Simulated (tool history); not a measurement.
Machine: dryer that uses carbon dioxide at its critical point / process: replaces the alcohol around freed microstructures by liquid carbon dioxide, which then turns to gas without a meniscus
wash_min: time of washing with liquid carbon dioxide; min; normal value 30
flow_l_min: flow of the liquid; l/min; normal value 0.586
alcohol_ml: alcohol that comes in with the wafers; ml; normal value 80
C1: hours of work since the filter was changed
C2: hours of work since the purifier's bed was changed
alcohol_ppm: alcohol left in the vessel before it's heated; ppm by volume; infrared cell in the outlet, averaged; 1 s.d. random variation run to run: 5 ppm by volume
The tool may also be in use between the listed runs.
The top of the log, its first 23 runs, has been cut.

{"run": 24, "day": 6.138, "wash_min": 30, "flow_l_min": 0.586, "alcohol_ml": 80, "C1": 104, "C2": 218, "alcohol_ppm": 58}
{"run": 25, "day": 6.354, "wash_min": 27, "flow_l_min": 0.923, "alcohol_ml": 54, "C1": 107, "C2": 221, "alcohol_ppm": 26}
{"run": 26, "day": 6.596, "wash_min": 35, "flow_l_min": 0.458, "alcohol_ml": 29, "C1": 110, "C2": 224, "alcohol_ppm": 45}
{"run": 27, "day": 6.758, "wash_min": 35, "flow_l_min": 0.458, "alcohol_ml": 29, "C1": 112, "C2": 227, "alcohol_ppm": 47}
{"run": 28, "day": 6.954, "wash_min": 35, "flow_l_min": 0.458, "alcohol_ml": 29, "C1": 115, "C2": 229, "alcohol_ppm": 48}
{"run": 29, "day": 7.254, "wash_min": 29, "flow_l_min": 0.853, "alcohol_ml": 92, "C1": 119, "C2": 233, "alcohol_ppm": 23}
{"run": 30, "day": 7.475, "wash_min": 19, "flow_l_min": 0.767, "alcohol_ml": 29, "C1": 122, "C2": 236, "alcohol_ppm": 77}
{"run": 31, "day": 7.712, "wash_min": 34, "flow_l_min": 0.767, "alcohol_ml": 25, "C1": 125, "C2": 239, "alcohol_ppm": 22}
{"run": 32, "day": 8.05, "wash_min": 34, "flow_l_min": 0.767, "alcohol_ml": 25, "C1": 130, "C2": 244, "alcohol_ppm": 26}
{"run": 33, "day": 8.388, "wash_min": 34, "flow_l_min": 0.767, "alcohol_ml": 25, "C1": 134, "C2": 248, "alcohol_ppm": 23}
{"run": 34, "day": 8.692, "wash_min": 34, "flow_l_min": 0.767, "alcohol_ml": 25, "C1": 138, "C2": 253, "alcohol_ppm": 35}
{"run": 35, "day": 9.062, "wash_min": 34, "flow_l_min": 0.575, "alcohol_ml": 21, "C1": 143, "C2": 258, "alcohol_ppm": 36}
{"run": 36, "day": 9.379, "wash_min": 34, "flow_l_min": 0.575, "alcohol_ml": 21, "C1": 147, "C2": 262, "alcohol_ppm": 28}
{"run": 37, "day": 9.671, "wash_min": 34, "flow_l_min": 0.575, "alcohol_ml": 21, "C1": 151, "C2": 266, "alcohol_ppm": 28}
{"run": 38, "day": 9.971, "wash_min": 30, "flow_l_min": 0.419, "alcohol_ml": 80, "C1": 155, "C2": 270, "alcohol_ppm": 306}
{"run": 39, "day": 10.212, "wash_min": 30, "flow_l_min": 0.419, "alcohol_ml": 80, "C1": 159, "C2": 273, "alcohol_ppm": 320}
{"run": 40, "day": 10.417, "wash_min": 27, "flow_l_min": 0.503, "alcohol_ml": 80, "C1": 161, "C2": 276, "alcohol_ppm": 232}
{"run": 41, "day": 10.754, "wash_min": 27, "flow_l_min": 0.503, "alcohol_ml": 80, "C1": 166, "C2": 280, "alcohol_ppm": 251}
{"run": 42, "day": 10.917, "wash_min": 30, "flow_l_min": 0.496, "alcohol_ml": 21, "C1": 168, "C2": 283, "alcohol_ppm": 62}
{"run": 43, "day": 11.233, "wash_min": 26, "flow_l_min": 0.492, "alcohol_ml": 80, "C1": 172, "C2": 287, "alcohol_ppm": 335}
{"run": 44, "day": 11.604, "wash_min": 34, "flow_l_min": 0.856, "alcohol_ml": 26, "C1": 177, "C2": 292, "alcohol_ppm": 33}
{"run": 45, "day": 11.896, "wash_min": 34, "flow_l_min": 0.661, "alcohol_ml": 26, "C1": 181, "C2": 296, "alcohol_ppm": 33}
{"run": 46, "day": 12.246, "wash_min": 33, "flow_l_min": 0.661, "alcohol_ml": 114, "C1": 186, "C2": 300, "alcohol_ppm": 43}
{"run": 47, "day": 12.408, "wash_min": 33, "flow_l_min": 0.661, "alcohol_ml": 114, "C1": 188, "C2": 303, "alcohol_ppm": 38}

Alternative continuations, all from the tool just after run 47; predict every row:
{"run": "A", "day": 12.675, "wash_min": 27, "flow_l_min": 0.507, "alcohol_ml": 53, "C1": 192, "C2": 306, "alcohol_ppm": "?"}
{"run": "B", "day": 12.675, "wash_min": 30, "flow_l_min": 0.448, "alcohol_ml": 25, "C1": 192, "C2": 306, "alcohol_ppm": "?"}
{"run": "C", "day": 12.675, "wash_min": 40, "flow_l_min": 0.765, "alcohol_ml": 42, "C1": 192, "C2": 306, "alcohol_ppm": "?"}

run=A alcohol_ppm=179
run=B alcohol_ppm=107
run=C alcohol_ppm=32
Stripped of hidden state, with their random variation kept, the same runs would have yielded:
run=A alcohol_ppm=70
run=B alcohol_ppm=41
run=C alcohol_ppm=6
